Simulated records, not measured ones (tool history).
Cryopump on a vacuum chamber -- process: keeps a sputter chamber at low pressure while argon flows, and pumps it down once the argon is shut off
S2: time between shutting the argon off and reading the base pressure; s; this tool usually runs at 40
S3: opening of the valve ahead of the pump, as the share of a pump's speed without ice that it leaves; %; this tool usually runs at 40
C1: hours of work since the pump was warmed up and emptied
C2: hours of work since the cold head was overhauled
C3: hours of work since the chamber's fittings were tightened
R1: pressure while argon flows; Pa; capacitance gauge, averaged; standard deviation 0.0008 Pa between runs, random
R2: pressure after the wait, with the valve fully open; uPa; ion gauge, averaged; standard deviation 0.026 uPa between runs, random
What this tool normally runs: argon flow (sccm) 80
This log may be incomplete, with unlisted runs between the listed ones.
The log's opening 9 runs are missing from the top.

run 10 hour=103.9 | argon_flow_(sccm)=80 S2=40 S3=40 | C1=549 C2=549 C3=1247 | R1=0.1669 R2=1.32
run 11 hour=117.9 | argon_flow_(sccm)=80 S2=40 S3=23 | C1=559 C2=559 C3=1257 | R1=0.2797 R2=1.4
run 12 hour=130.8 | argon_flow_(sccm)=80 S2=40 S3=23 | C1=568 C2=568 C3=1266 | R1=0.2823 R2=1.33
-- hour=145.4 pump warmed up, emptied and cooled again
run 13 hour=147.7 | argon_flow_(sccm)=80 S2=40 S3=23 | C1=2 C2=576 C3=1275 | R1=0.2717 R2=1.29
run 14 hour=161.3 | argon_flow_(sccm)=80 S2=40 S3=23 | C1=11 C2=586 C3=1284 | R1=0.2711 R2=1.34
run 15 hour=175.5 | argon_flow_(sccm)=135 S2=40 S3=23 | C1=21 C2=596 C3=1294 | R1=0.4593 R2=1.34
run 16 hour=182.7 | argon_flow_(sccm)=135 S2=40 S3=23 | C1=26 C2=601 C3=1299 | R1=0.4585 R2=1.3
run 17 hour=196.6 | argon_flow_(sccm)=135 S2=40 S3=23 | C1=36 C2=611 C3=1309 | R1=0.4578 R2=1.32
run 18 hour=203.8 | argon_flow_(sccm)=135 S2=40 S3=23 | C1=41 C2=616 C3=1314 | R1=0.4567 R2=1.35
run 19 hour=211.9 | argon_flow_(sccm)=135 S2=40 S3=23 | C1=47 C2=621 C3=1320 | R1=0.4564 R2=1.36
run 20 hour=224.4 | argon_flow_(sccm)=46 S2=263 S3=19 | C1=55 C2=630 C3=1328 | R1=0.1885 R2=0.56

Run 21 comes next. What will it give?
run 21 hour=235 | argon_flow_(sccm)=47 S2=261 S3=39 | C1=63 C2=638 C3=1336 | R1=? R2=?

R1: 0.095 Pa
R2: 0.55 uPa
Minus the tool's unlogged condition, the same run would have read R1 0.0941 Pa, R2 0.28 uPa.
